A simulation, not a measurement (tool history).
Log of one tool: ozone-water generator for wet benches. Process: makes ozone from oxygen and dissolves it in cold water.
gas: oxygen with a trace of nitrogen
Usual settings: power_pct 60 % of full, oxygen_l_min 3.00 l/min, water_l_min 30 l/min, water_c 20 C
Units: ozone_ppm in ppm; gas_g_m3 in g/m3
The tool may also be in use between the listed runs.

{"run": 1, "hour": 0.0, "power_pct": 60, "oxygen_l_min": 3.0, "water_l_min": 30, "water_c": 20, "ozone_ppm": 7.4, "gas_g_m3": 130.3}
{"hour": 74.4, "done": "water thermometer calibrated"}
{"run": 2, "hour": 74.4, "power_pct": 60, "oxygen_l_min": 3.0, "water_l_min": 30, "water_c": 20, "ozone_ppm": 7.43, "gas_g_m3": 130.3}
{"run": 3, "hour": 172.6, "power_pct": 60, "oxygen_l_min": 3.0, "water_l_min": 30, "water_c": 20, "ozone_ppm": 7.47, "gas_g_m3": 129.7}
{"run": 4, "hour": 244.6, "power_pct": 60, "oxygen_l_min": 3.0, "water_l_min": 30, "water_c": 20, "ozone_ppm": 7.38, "gas_g_m3": 130.0}
{"run": 5, "hour": 321.9, "power_pct": 60, "oxygen_l_min": 3.0, "water_l_min": 30, "water_c": 20, "ozone_ppm": 7.41, "gas_g_m3": 130.6}
{"run": 6, "hour": 409.1, "power_pct": 60, "oxygen_l_min": 3.0, "water_l_min": 30, "water_c": 20, "ozone_ppm": 7.36, "gas_g_m3": 130.3}
{"run": 7, "hour": 553.9, "power_pct": 60, "oxygen_l_min": 3.0, "water_l_min": 30, "water_c": 20, "ozone_ppm": 7.42, "gas_g_m3": 129.9}
{"run": 8, "hour": 706.4, "power_pct": 60, "oxygen_l_min": 3.0, "water_l_min": 30, "water_c": 20, "ozone_ppm": 7.41, "gas_g_m3": 128.9}
{"run": 9, "hour": 817.4, "power_pct": 60, "oxygen_l_min": 3.0, "water_l_min": 30, "water_c": 20, "ozone_ppm": 7.5, "gas_g_m3": 127.9}
{"run": 10, "hour": 967.3, "power_pct": 60, "oxygen_l_min": 4.97, "water_l_min": 30, "water_c": 20, "ozone_ppm": 8.65, "gas_g_m3": 104.4}
{"run": 11, "hour": 1104.4, "power_pct": 60, "oxygen_l_min": 4.97, "water_l_min": 30, "water_c": 20, "ozone_ppm": 8.72, "gas_g_m3": 105.7}
{"run": 12, "hour": 1257.5, "power_pct": 60, "oxygen_l_min": 3.0, "water_l_min": 30, "water_c": 20, "ozone_ppm": 7.42, "gas_g_m3": 127.5}
{"run": 13, "hour": 1326.0, "power_pct": 60, "oxygen_l_min": 3.0, "water_l_min": 30, "water_c": 20, "ozone_ppm": 7.41, "gas_g_m3": 127.3}
{"run": 14, "hour": 1423.4, "power_pct": 60, "oxygen_l_min": 3.0, "water_l_min": 30, "water_c": 20, "ozone_ppm": 7.47, "gas_g_m3": 126.1}
{"run": 15, "hour": 1585.6, "power_pct": 60, "oxygen_l_min": 3.0, "water_l_min": 30, "water_c": 20, "ozone_ppm": 7.46, "gas_g_m3": 127.3}
{"run": 16, "hour": 1660.3, "power_pct": 60, "oxygen_l_min": 4.61, "water_l_min": 30, "water_c": 20, "ozone_ppm": 8.49, "gas_g_m3": 107.5}
{"hour": 1730.2, "done": "gauge calibrated"}
{"run": 17, "hour": 1819.4, "power_pct": 60, "oxygen_l_min": 4.61, "water_l_min": 22, "water_c": 20, "ozone_ppm": 11.34, "gas_g_m3": 110.4}
{"run": 18, "hour": 1949.9, "power_pct": 85, "oxygen_l_min": 4.61, "water_l_min": 38, "water_c": 20, "ozone_ppm": 9.3, "gas_g_m3": 152.2}
{"run": 19, "hour": 2029.7, "power_pct": 85, "oxygen_l_min": 2.67, "water_l_min": 38, "water_c": 16, "ozone_ppm": 7.79, "gas_g_m3": 188.1}
{"run": 20, "hour": 2167.4, "power_pct": 85, "oxygen_l_min": 2.67, "water_l_min": 38, "water_c": 18, "ozone_ppm": 7.71, "gas_g_m3": 188.2}
{"run": 21, "hour": 2247.6, "power_pct": 60, "oxygen_l_min": 3.0, "water_l_min": 25, "water_c": 15, "ozone_ppm": 9.41, "gas_g_m3": 129.7}
{"run": 22, "hour": 2400.2, "power_pct": 45, "oxygen_l_min": 4.76, "water_l_min": 30, "water_c": 20, "ozone_ppm": 6.48, "gas_g_m3": 82.1}
{"run": 23, "hour": 2500.4, "power_pct": 60, "oxygen_l_min": 3.0, "water_l_min": 20, "water_c": 13, "ozone_ppm": 11.72, "gas_g_m3": 129.5}
{"run": 24, "hour": 2619.4, "power_pct": 68, "oxygen_l_min": 3.0, "water_l_min": 36, "water_c": 13, "ozone_ppm": 7.07, "gas_g_m3": 144.3}
{"run": 25, "hour": 2718.2, "power_pct": 68, "oxygen_l_min": 3.0, "water_l_min": 36, "water_c": 13, "ozone_ppm": 7.26, "gas_g_m3": 143.8}
{"run": 26, "hour": 2857.0, "power_pct": 60, "oxygen_l_min": 3.0, "water_l_min": 38, "water_c": 19, "ozone_ppm": 5.76, "gas_g_m3": 128.3}
{"run": 27, "hour": 2964.9, "power_pct": 60, "oxygen_l_min": 3.0, "water_l_min": 38, "water_c": 19, "ozone_ppm": 5.71, "gas_g_m3": 128.0}
{"run": 28, "hour": 3118.6, "power_pct": 76, "oxygen_l_min": 5.08, "water_l_min": 37, "water_c": 12, "ozone_ppm": 9.57, "gas_g_m3": 129.5}
{"run": 29, "hour": 3196.4, "power_pct": 75, "oxygen_l_min": 3.72, "water_l_min": 27, "water_c": 20, "ozone_ppm": 10.94, "gas_g_m3": 144.0}
{"run": 30, "hour": 3295.0, "power_pct": 75, "oxygen_l_min": 3.72, "water_l_min": 27, "water_c": 20, "ozone_ppm": 10.86, "gas_g_m3": 143.4}

Run 31 comes next. What will it give?
{"run": 31, "hour": 3459.1, "power_pct": 75, "oxygen_l_min": 3.72, "water_l_min": 27, "water_c": 20, "ozone_ppm": "?", "gas_g_m3": "?"}

Run 31 gave ozone_ppm 10.93 ppm, gas_g_m3 143.5 g/m3.
Without the tool's hidden state the same run would have given ozone_ppm 10.94 ppm, gas_g_m3 148.0 g/m3.
